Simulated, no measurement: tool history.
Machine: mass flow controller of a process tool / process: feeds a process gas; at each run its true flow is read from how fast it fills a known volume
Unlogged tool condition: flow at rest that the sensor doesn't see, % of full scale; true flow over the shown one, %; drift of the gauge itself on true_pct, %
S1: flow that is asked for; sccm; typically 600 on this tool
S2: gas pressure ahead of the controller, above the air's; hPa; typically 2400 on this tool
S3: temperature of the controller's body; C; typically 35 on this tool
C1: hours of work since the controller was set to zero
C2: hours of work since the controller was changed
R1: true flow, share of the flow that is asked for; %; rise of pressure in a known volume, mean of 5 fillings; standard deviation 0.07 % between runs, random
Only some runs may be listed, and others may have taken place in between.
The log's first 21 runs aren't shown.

Run 22, hour 6061.8: usual settings; C1 2886; C2 2886. Result: R1 98.23 %.
Run 23, hour 6380.9: usual settings; C1 3028; C2 3028. Result: R1 98.23 %.
Run 24, hour 6623.6: usual settings; C1 3135; C2 3135. Result: R1 98.13 %.
Run 25, hour 6828.8: usual settings; C1 3226; C2 3226. Result: R1 98.11 %.
Run 26, hour 7155.6: usual settings but S1 632 sccm, S2 1720 hPa, S3 38 C; C1 3371; C2 3371. Result: R1 98.81 %.
Run 27, hour 7433.6: usual settings but S1 632 sccm, S2 1720 hPa, S3 38 C; C1 3495; C2 3495. Result: R1 98.68 %.
Run 28, hour 7824.7: usual settings but S1 632 sccm, S2 1720 hPa, S3 38 C; C1 3668; C2 3668. Result: R1 98.79 %.
Run 29, hour 8258.9: usual settings but S1 632 sccm, S2 1890 hPa, S3 20 C; C1 3861; C2 3861. Result: R1 97.29 %.
Run 30, hour 8599.0: usual settings but S1 216 sccm, S2 1870 hPa; C1 4012; C2 4012. Result: R1 95.99 %.
Run 31, hour 8822.8: usual settings but S1 145 sccm, S2 1410 hPa, S3 33 C; C1 4111; C2 4111. Result: R1 95.32 %.
Run 32, hour 9099.4: usual settings but S1 145 sccm, S2 1410 hPa, S3 33 C; C1 4234; C2 4234. Result: R1 95.18 %.
Run 33, hour 9430.7: usual settings but S1 145 sccm, S2 1410 hPa, S3 33 C; C1 4381; C2 4381. Result: R1 95.10 %.
Run 34, hour 9653.1: usual settings but S1 348 sccm, S3 34 C; C1 4479; C2 4479. Result: R1 96.28 %.
Run 35, hour 9831.8: usual settings but S1 348 sccm, S3 34 C; C1 4559; C2 4559. Result: R1 96.30 %.
Run 36, hour 10269.3: usual settings but S1 127 sccm, S2 1810 hPa, S3 37 C; C1 4753; C2 4753. Result: R1 94.47 %.
Run 37, hour 10494.1: usual settings but S1 241 sccm, S2 1780 hPa, S3 37 C; C1 4853; C2 4853. Result: R1 96.08 %.
Run 38, hour 10799.2: usual settings but S1 201 sccm, S2 1660 hPa, S3 32 C; C1 4988; C2 4988. Result: R1 95.27 %.
Run 39, hour 11013.9: usual settings but S1 375 sccm, S3 22 C; C1 5083; C2 5083. Result: R1 95.50 %.
Run 40, hour 11357.5: usual settings but S2 1650 hPa; C1 5236; C2 5236. Result: R1 97.93 %.
Run 41, hour 11726.9: usual settings but S1 180 sccm, S2 1840 hPa, S3 32 C; C1 5400; C2 5400. Result: R1 94.70 %.
Run 42, hour 11915.0: usual settings but S1 111 sccm, S2 2270 hPa; C1 5483; C2 5483. Result: R1 92.88 %.

Estimate the outcome of run 43 from the log above:
Run 43, hour 12196.6: usual settings but S1 111 sccm, S2 2270 hPa; C1 5608; C2 5608. Result: R1 ?.

{"run 43": {"R1": 92.81}}
Minus the tool's unlogged condition, the same run would have read R1 97.39 %.
